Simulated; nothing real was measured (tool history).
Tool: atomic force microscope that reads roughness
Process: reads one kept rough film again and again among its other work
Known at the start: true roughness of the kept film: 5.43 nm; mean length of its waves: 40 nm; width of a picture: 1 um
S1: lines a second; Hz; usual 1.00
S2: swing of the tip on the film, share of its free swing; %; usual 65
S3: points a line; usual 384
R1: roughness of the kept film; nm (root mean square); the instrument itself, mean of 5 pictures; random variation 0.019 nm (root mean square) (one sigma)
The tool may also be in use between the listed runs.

run,day,S1,S2,S3,R1
1,0.000,1.00,65,384,4.374
2,1.225,1.00,65,384,4.290
3,2.871,1.00,65,384,4.064
# day 4.471: new tip fitted
4,4.825,1.00,65,384,4.525
5,6.779,1.00,65,384,4.262
6,8.579,1.00,65,384,4.071
# day 10.908: new tip fitted
7,11.033,1.00,65,384,4.627
8,13.621,1.00,65,384,4.331
9,15.933,1.00,65,384,4.104
# day 17.154: new tip fitted
10,17.842,1.00,65,918,4.519
# day 18.092: height scale calibrated on a step standard
11,19.696,1.00,61,845,4.349
12,21.579,0.57,61,845,4.212
# day 22.208: height scale calibrated on a step standard, once more
# day 23.475: new tip fitted
13,24.104,3.85,61,592,4.241
14,26.962,0.59,61,592,4.304
15,28.683,0.59,61,592,4.110
# day 29.696: new tip fitted
16,29.917,1.04,65,384,4.523
17,31.167,0.85,79,384,4.264
18,32.933,0.85,79,384,4.086
19,35.350,1.45,65,408,3.960
# day 35.912: new tip fitted
20,37.688,1.12,65,629,4.358

Forecast each of these 5 alternatives for the next run:
A,39.121,1.09,65,755,?
B,39.121,1.12,88,629,?
C,39.121,1.20,60,604,?
D,39.121,0.59,65,385,?
E,39.121,0.62,65,629,?

run,R1
A,4.245
B,3.954
C,4.251
D,4.318
E,4.347
Without the tool's hidden state the same runs would have given:
run,R1
A,4.609
B,4.292
C,4.616
D,4.688
E,4.719
